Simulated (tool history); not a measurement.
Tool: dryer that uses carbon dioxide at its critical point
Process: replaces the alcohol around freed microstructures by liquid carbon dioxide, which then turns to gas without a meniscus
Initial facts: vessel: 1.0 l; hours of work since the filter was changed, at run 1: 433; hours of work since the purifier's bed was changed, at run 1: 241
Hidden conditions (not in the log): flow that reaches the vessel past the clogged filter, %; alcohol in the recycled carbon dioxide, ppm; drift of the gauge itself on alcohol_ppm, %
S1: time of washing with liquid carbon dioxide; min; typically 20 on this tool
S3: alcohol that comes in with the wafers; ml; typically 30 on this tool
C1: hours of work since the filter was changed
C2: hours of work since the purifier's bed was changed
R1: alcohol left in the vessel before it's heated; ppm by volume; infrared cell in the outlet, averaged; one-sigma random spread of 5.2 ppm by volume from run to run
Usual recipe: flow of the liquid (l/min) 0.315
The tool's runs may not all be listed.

{"run": 1, "hour": 0.0, "S1": 20, "flow of the liquid (l/min)": 0.315, "S3": 30, "C1": 433, "C2": 241, "R1": 241}
{"run": 2, "hour": 12.1, "S1": 20, "flow of the liquid (l/min)": 0.315, "S3": 22, "C1": 439, "C2": 246, "R1": 207}
{"run": 3, "hour": 25.5, "S1": 20, "flow of the liquid (l/min)": 0.315, "S3": 22, "C1": 445, "C2": 253, "R1": 212}
{"run": 4, "hour": 35.5, "S1": 20, "flow of the liquid (l/min)": 0.315, "S3": 22, "C1": 450, "C2": 257, "R1": 210}
{"run": 5, "hour": 49.5, "S1": 20, "flow of the liquid (l/min)": 0.315, "S3": 30, "C1": 456, "C2": 264, "R1": 251}
{"run": 6, "hour": 61.8, "S1": 20, "flow of the liquid (l/min)": 0.315, "S3": 30, "C1": 462, "C2": 269, "R1": 259}
{"run": 7, "hour": 74.2, "S1": 20, "flow of the liquid (l/min)": 0.315, "S3": 30, "C1": 468, "C2": 275, "R1": 278}
{"run": 8, "hour": 80.2, "S1": 20, "flow of the liquid (l/min)": 0.315, "S3": 30, "C1": 470, "C2": 278, "R1": 259}
{"run": 9, "hour": 93.8, "S1": 20, "flow of the liquid (l/min)": 0.315, "S3": 30, "C1": 477, "C2": 284, "R1": 272}
{"run": 10, "hour": 101.8, "S1": 12, "flow of the liquid (l/min)": 0.315, "S3": 30, "C1": 480, "C2": 288, "R1": 1323}
{"run": 11, "hour": 109.6, "S1": 13, "flow of the liquid (l/min)": 0.315, "S3": 30, "C1": 484, "C2": 292, "R1": 1076}
{"run": 12, "hour": 118.4, "S1": 20, "flow of the liquid (l/min)": 0.315, "S3": 35, "C1": 488, "C2": 296, "R1": 301}
{"run": 13, "hour": 132.1, "S1": 22, "flow of the liquid (l/min)": 0.389, "S3": 35, "C1": 494, "C2": 302, "R1": 157}
{"run": 14, "hour": 139.0, "S1": 22, "flow of the liquid (l/min)": 0.389, "S3": 35, "C1": 498, "C2": 305, "R1": 154}
{"run": 15, "hour": 151.8, "S1": 13, "flow of the liquid (l/min)": 0.366, "S3": 46, "C1": 504, "C2": 311, "R1": 928}
{"run": 16, "hour": 157.6, "S1": 25, "flow of the liquid (l/min)": 0.21, "S3": 85, "C1": 506, "C2": 314, "R1": 1277}
{"run": 17, "hour": 170.8, "S1": 12, "flow of the liquid (l/min)": 0.482, "S3": 65, "C1": 512, "C2": 320, "R1": 564}
{"run": 18, "hour": 181.1, "S1": 12, "flow of the liquid (l/min)": 0.482, "S3": 65, "C1": 517, "C2": 325, "R1": 566}
{"hour": 187.5, "done": "inlet filter changed"}
{"run": 19, "hour": 196.1, "S1": 12, "flow of the liquid (l/min)": 0.482, "S3": 65, "C1": 4, "C2": 331, "R1": 429}
{"run": 20, "hour": 203.3, "S1": 12, "flow of the liquid (l/min)": 0.482, "S3": 65, "C1": 7, "C2": 334, "R1": 443}
{"run": 21, "hour": 216.8, "S1": 12, "flow of the liquid (l/min)": 0.482, "S3": 65, "C1": 14, "C2": 341, "R1": 453}

3 options for the next run, each taken on its own from the tool as it stands now. Forecast them:
{"run": "A", "hour": 225.4, "S1": 12, "flow of the liquid (l/min)": 0.237, "S3": 66, "C1": 18, "C2": 345, "R1": "?"}
{"run": "B", "hour": 225.4, "S1": 26, "flow of the liquid (l/min)": 0.487, "S3": 44, "C1": 18, "C2": 345, "R1": "?"}
{"run": "C", "hour": 225.4, "S1": 15, "flow of the liquid (l/min)": 0.31, "S3": 87, "C1": 18, "C2": 345, "R1": "?"}

run=A R1=5552
run=B R1=149
run=C R1=1433
Without the tool's hidden state the same runs would have given:
run=A R1=5262
run=B R1=8
run=C R1=1235

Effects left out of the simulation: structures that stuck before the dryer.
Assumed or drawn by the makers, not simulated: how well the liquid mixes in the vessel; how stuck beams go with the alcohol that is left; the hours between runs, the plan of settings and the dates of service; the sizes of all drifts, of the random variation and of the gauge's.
